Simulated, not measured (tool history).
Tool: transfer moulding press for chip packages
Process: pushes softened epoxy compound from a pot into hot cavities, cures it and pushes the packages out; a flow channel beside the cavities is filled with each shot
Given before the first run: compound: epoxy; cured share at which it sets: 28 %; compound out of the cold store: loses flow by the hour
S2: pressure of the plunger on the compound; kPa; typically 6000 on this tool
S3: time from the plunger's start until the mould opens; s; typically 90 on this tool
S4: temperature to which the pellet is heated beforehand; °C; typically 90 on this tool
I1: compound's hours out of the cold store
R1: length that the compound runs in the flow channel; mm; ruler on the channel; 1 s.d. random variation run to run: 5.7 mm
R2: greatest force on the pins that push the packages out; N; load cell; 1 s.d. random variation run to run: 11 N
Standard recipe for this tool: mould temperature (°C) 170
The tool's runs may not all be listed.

{"run": 1, "hour": 0.0, "mould temperature (°C)": 170, "S2": 6000, "S3": 90, "S4": 90, "I1": 33.4, "R1": 905, "R2": 504}
{"run": 2, "hour": 11.0, "mould temperature (°C)": 170, "S2": 6000, "S3": 92, "S4": 90, "I1": 35, "R1": 901, "R2": 503}
{"run": 3, "hour": 18.7, "mould temperature (°C)": 176, "S2": 6000, "S3": 90, "S4": 90, "I1": 22.2, "R1": 970, "R2": 426}
{"run": 4, "hour": 27.2, "mould temperature (°C)": 170, "S2": 6000, "S3": 90, "S4": 90, "I1": 29.7, "R1": 929, "R2": 501}
{"run": 5, "hour": 37.0, "mould temperature (°C)": 170, "S2": 6000, "S3": 90, "S4": 90, "I1": 33.7, "R1": 913, "R2": 512}
{"run": 6, "hour": 49.5, "mould temperature (°C)": 170, "S2": 6000, "S3": 76, "S4": 90, "I1": 15.5, "R1": 1033, "R2": 745}
{"run": 7, "hour": 60.5, "mould temperature (°C)": 170, "S2": 6000, "S3": 76, "S4": 90, "I1": 35.7, "R1": 895, "R2": 692}
{"hour": 73.1, "done": "cavities cleaned with cleaning compound and waxed"}
{"run": 8, "hour": 74.7, "mould temperature (°C)": 170, "S2": 6000, "S3": 90, "S4": 86, "I1": 34.4, "R1": 903, "R2": 505}
{"run": 9, "hour": 83.6, "mould temperature (°C)": 170, "S2": 6000, "S3": 90, "S4": 86, "I1": 15.4, "R1": 1036, "R2": 536}
{"run": 10, "hour": 91.2, "mould temperature (°C)": 170, "S2": 6000, "S3": 90, "S4": 86, "I1": 13.9, "R1": 1053, "R2": 520}
{"run": 11, "hour": 100.2, "mould temperature (°C)": 170, "S2": 6000, "S3": 90, "S4": 90, "I1": 24.8, "R1": 972, "R2": 508}
{"run": 12, "hour": 110.0, "mould temperature (°C)": 170, "S2": 6000, "S3": 90, "S4": 90, "I1": 42.9, "R1": 836, "R2": 498}
{"run": 13, "hour": 121.8, "mould temperature (°C)": 170, "S2": 6000, "S3": 90, "S4": 90, "I1": 42.1, "R1": 846, "R2": 503}
{"run": 14, "hour": 128.6, "mould temperature (°C)": 170, "S2": 6000, "S3": 90, "S4": 90, "I1": 22.6, "R1": 982, "R2": 509}
{"run": 15, "hour": 139.0, "mould temperature (°C)": 170, "S2": 6000, "S3": 90, "S4": 90, "I1": 41.2, "R1": 850, "R2": 516}
{"run": 16, "hour": 150.2, "mould temperature (°C)": 176, "S2": 4730, "S3": 72, "S4": 95, "I1": 9.7, "R1": 950, "R2": 563}
{"run": 17, "hour": 155.6, "mould temperature (°C)": 176, "S2": 4730, "S3": 72, "S4": 95, "I1": 22.5, "R1": 861, "R2": 553}
{"run": 18, "hour": 162.2, "mould temperature (°C)": 176, "S2": 4730, "S3": 88, "S4": 81, "I1": 13.7, "R1": 919, "R2": 451}
{"run": 19, "hour": 169.3, "mould temperature (°C)": 177, "S2": 4730, "S3": 104, "S4": 80, "I1": 43.9, "R1": 728, "R2": 419}
{"run": 20, "hour": 181.2, "mould temperature (°C)": 177, "S2": 4730, "S3": 104, "S4": 80, "I1": 16.1, "R1": 911, "R2": 441}
{"run": 21, "hour": 193.3, "mould temperature (°C)": 177, "S2": 4730, "S3": 71, "S4": 80, "I1": 46.8, "R1": 715, "R2": 532}
{"hour": 196.5, "done": "cavities cleaned with cleaning compound and waxed"}
{"run": 22, "hour": 202.7, "mould temperature (°C)": 163, "S2": 4730, "S3": 103, "S4": 80, "I1": 28.5, "R1": 846, "R2": 571}
{"run": 23, "hour": 211.0, "mould temperature (°C)": 170, "S2": 5850, "S3": 98, "S4": 95, "I1": 47.3, "R1": 811, "R2": 455}
{"run": 24, "hour": 223.1, "mould temperature (°C)": 176, "S2": 6360, "S3": 88, "S4": 86, "I1": 40, "R1": 877, "R2": 425}
{"run": 25, "hour": 233.1, "mould temperature (°C)": 176, "S2": 5290, "S3": 88, "S4": 86, "I1": 36.7, "R1": 823, "R2": 437}
{"run": 26, "hour": 243.4, "mould temperature (°C)": 176, "S2": 5840, "S3": 88, "S4": 86, "I1": 32.8, "R1": 879, "R2": 449}
{"run": 27, "hour": 251.5, "mould temperature (°C)": 162, "S2": 7350, "S3": 70, "S4": 86, "I1": 24.3, "R1": 1090, "R2": 1471}
{"run": 28, "hour": 261.0, "mould temperature (°C)": 170, "S2": 6000, "S3": 90, "S4": 90, "I1": 31.5, "R1": 916, "R2": 510}
{"run": 29, "hour": 272.8, "mould temperature (°C)": 170, "S2": 5980, "S3": 90, "S4": 83, "I1": 20.1, "R1": 1010, "R2": 530}

Each row is a separate what-if for the run after 29, all from the same tool condition, not one after another. Results?
{"run": "A", "hour": 282.4, "mould temperature (°C)": 170, "S2": 5690, "S3": 90, "S4": 83, "I1": 44.2, "R1": "?", "R2": "?"}
{"run": "B", "hour": 282.4, "mould temperature (°C)": 170, "S2": 4960, "S3": 90, "S4": 90, "I1": 17.5, "R1": "?", "R2": "?"}
{"run": "C", "hour": 282.4, "mould temperature (°C)": 170, "S2": 6000, "S3": 76, "S4": 90, "I1": 32.6, "R1": "?", "R2": "?"}

run=A R1=803 R2=513
run=B R1=922 R2=497
run=C R1=905 R2=683
Take away the tool's hidden state, keep each run's random variation, and the runs would have read:
run=A R1=805 R2=507
run=B R1=924 R2=491
run=C R1=907 R2=675
